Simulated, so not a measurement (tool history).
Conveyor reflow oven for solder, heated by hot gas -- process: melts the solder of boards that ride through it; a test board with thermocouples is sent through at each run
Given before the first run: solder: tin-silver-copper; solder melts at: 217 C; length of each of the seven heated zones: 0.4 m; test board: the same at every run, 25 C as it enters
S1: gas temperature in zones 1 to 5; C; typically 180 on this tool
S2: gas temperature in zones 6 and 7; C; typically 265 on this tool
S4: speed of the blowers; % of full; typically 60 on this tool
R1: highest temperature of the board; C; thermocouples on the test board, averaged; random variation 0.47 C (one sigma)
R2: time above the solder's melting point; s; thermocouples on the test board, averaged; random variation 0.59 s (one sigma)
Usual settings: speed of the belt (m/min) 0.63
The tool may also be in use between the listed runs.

run 1 hour=0 | S1=180 S2=265 speed_of_the_belt_(m/min)=0.63 S4=60 | R1=241.9 R2=47.6
run 2 hour=38 | S1=180 S2=265 speed_of_the_belt_(m/min)=0.63 S4=60 | R1=241.7 R2=47.4
run 3 hour=59.5 | S1=180 S2=265 speed_of_the_belt_(m/min)=0.63 S4=60 | R1=241 R2=47
run 4 hour=92 | S1=180 S2=265 speed_of_the_belt_(m/min)=0.63 S4=60 | R1=241.2 R2=46.9
run 5 hour=126.6 | S1=180 S2=265 speed_of_the_belt_(m/min)=0.63 S4=60 | R1=241.5 R2=48
run 6 hour=159.6 | S1=180 S2=265 speed_of_the_belt_(m/min)=0.63 S4=60 | R1=239.8 R2=46.1
run 7 hour=182.7 | S1=180 S2=265 speed_of_the_belt_(m/min)=0.63 S4=57 | R1=239.2 R2=44.4
run 8 hour=210.6 | S1=180 S2=265 speed_of_the_belt_(m/min)=0.63 S4=60 | R1=239.7 R2=44.8
-- hour=252.8 flux residue cleaned out of gas plates and filters
run 9 hour=254.9 | S1=180 S2=265 speed_of_the_belt_(m/min)=0.63 S4=60 | R1=244.6 R2=51.1
run 10 hour=274.1 | S1=180 S2=265 speed_of_the_belt_(m/min)=0.63 S4=60 | R1=244.4 R2=50.3
run 11 hour=300.8 | S1=180 S2=265 speed_of_the_belt_(m/min)=0.63 S4=60 | R1=243.7 R2=49.9
run 12 hour=328.3 | S1=180 S2=265 speed_of_the_belt_(m/min)=0.63 S4=86 | R1=249.6 R2=58.7
run 13 hour=363.5 | S1=180 S2=265 speed_of_the_belt_(m/min)=0.63 S4=86 | R1=248.9 R2=57.7
run 14 hour=401.5 | S1=180 S2=265 speed_of_the_belt_(m/min)=0.63 S4=86 | R1=248.6 R2=56.3
run 15 hour=435.2 | S1=180 S2=265 speed_of_the_belt_(m/min)=0.743 S4=60 | R1=236.8 R2=33.1
-- hour=441 belt drive overhauled, speed set with a stopwatch
run 16 hour=462.3 | S1=165 S2=276 speed_of_the_belt_(m/min)=0.568 S4=60 | R1=252.2 R2=59.4
run 17 hour=502 | S1=165 S2=257 speed_of_the_belt_(m/min)=0.568 S4=52 | R1=233.6 R2=37
run 18 hour=523.2 | S1=168 S2=273 speed_of_the_belt_(m/min)=0.568 S4=52 | R1=245.9 R2=53.9
run 19 hour=544.7 | S1=168 S2=273 speed_of_the_belt_(m/min)=0.568 S4=52 | R1=246.6 R2=55.6
run 20 hour=572.2 | S1=168 S2=273 speed_of_the_belt_(m/min)=0.568 S4=52 | R1=246.4 R2=54.5
-- hour=597 belt drive overhauled, speed set with a stopwatch, once more
run 21 hour=616.3 | S1=187 S2=253 speed_of_the_belt_(m/min)=0.728 S4=84 | R1=233.9 R2=36.8
run 22 hour=643.3 | S1=172 S2=257 speed_of_the_belt_(m/min)=0.555 S4=80 | R1=240.9 R2=53.7
run 23 hour=662.1 | S1=194 S2=262 speed_of_the_belt_(m/min)=0.551 S4=69 | R1=247.3 R2=71.2

What does the tool deliver on the next run?
-- hour=676.4 thermocouples of zones 6 and 7 changed
run 24 hour=693.9 | S1=194 S2=268 speed_of_the_belt_(m/min)=0.611 S4=64 | R1=? R2=?

{"run 24": {"R1": 249.1, "R2": 63.8}}
Without the tool's hidden state the same run would have given R1 252 C, R2 66.9 s.
